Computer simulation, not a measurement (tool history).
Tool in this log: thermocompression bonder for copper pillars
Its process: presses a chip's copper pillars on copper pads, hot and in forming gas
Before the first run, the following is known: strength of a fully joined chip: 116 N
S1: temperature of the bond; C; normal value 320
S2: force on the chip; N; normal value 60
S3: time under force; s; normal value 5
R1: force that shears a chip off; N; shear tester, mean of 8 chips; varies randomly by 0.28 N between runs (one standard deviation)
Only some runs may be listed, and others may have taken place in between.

run	hour	S1	S2	S3	R1
1	0.0	320	60	5	42.3
2	81.2	320	60	5	42.2
3	132.2	320	60	5	42.6
4	182.0	320	60	5	42.1
5	244.0	320	60	5	42.5
6	329.4	320	60	5	42.5
7	402.2	320	60	5	42.4
# hour 455.5: forming gas filter changed
8	455.5	320	60	5	42.1
9	501.4	320	60	5	42.3
# hour 546.0: force cell calibrated
10	584.7	320	60	5	42.7
11	659.0	320	60	5	42.2
12	753.9	320	60	5	42.4
13	823.3	320	60	5	42.5
14	914.8	310	60	5	37.6
# hour 946.8: forming gas filter changed
15	989.8	310	60	5	37.1
16	1080.1	320	60	3	34.1
17	1128.1	320	60	3	34.5
18	1182.1	320	60	3	33.9
19	1247.0	341	60	5	52.7
20	1297.7	320	59	5	41.6
21	1392.2	320	59	5	41.6
# hour 1435.4: forming gas filter changed
22	1448.0	300	74	7	47.4
23	1529.2	324	60	4	40.6
24	1571.4	324	60	4	40.8
25	1644.9	299	43	5	22.7
26	1737.5	316	54	10	47.7
# hour 1773.8: heater calibrated with a thermocouple chip
27	1810.8	293	54	14	41.2
28	1893.2	301	81	14	65.7
# hour 1926.3: forming gas filter changed
# hour 1942.7: force cell calibrated
29	1958.2	301	81	14	66.1
30	2006.0	338	72	5	61.0
31	2056.6	306	80	10	61.1
32	2142.4	306	80	10	61.8
33	2234.1	320	60	11	56.4
34	2296.3	314	81	12	71.3
35	2374.1	314	81	12	70.4
# hour 2417.4: forming gas filter changed
36	2435.3	346	85	12	92.5
37	2487.6	346	85	12	92.6
38	2563.8	347	57	4	49.0
39	2632.9	347	57	4	49.2

Branching from run 39: 4 alternative next runs. What would each branch give?
A	2696.7	326	57	4	?
B	2696.7	341	85	12	?
C	2696.7	347	69	6	?
D	2696.7	347	54	4	?

run	R1
A	39.6
B	89.3
C	67.0
D	46.4
Take away the tool's hidden state, keep each run's random variation, and the runs would have read:
run	R1
A	39.7
B	89.5
C	67.2
D	46.4
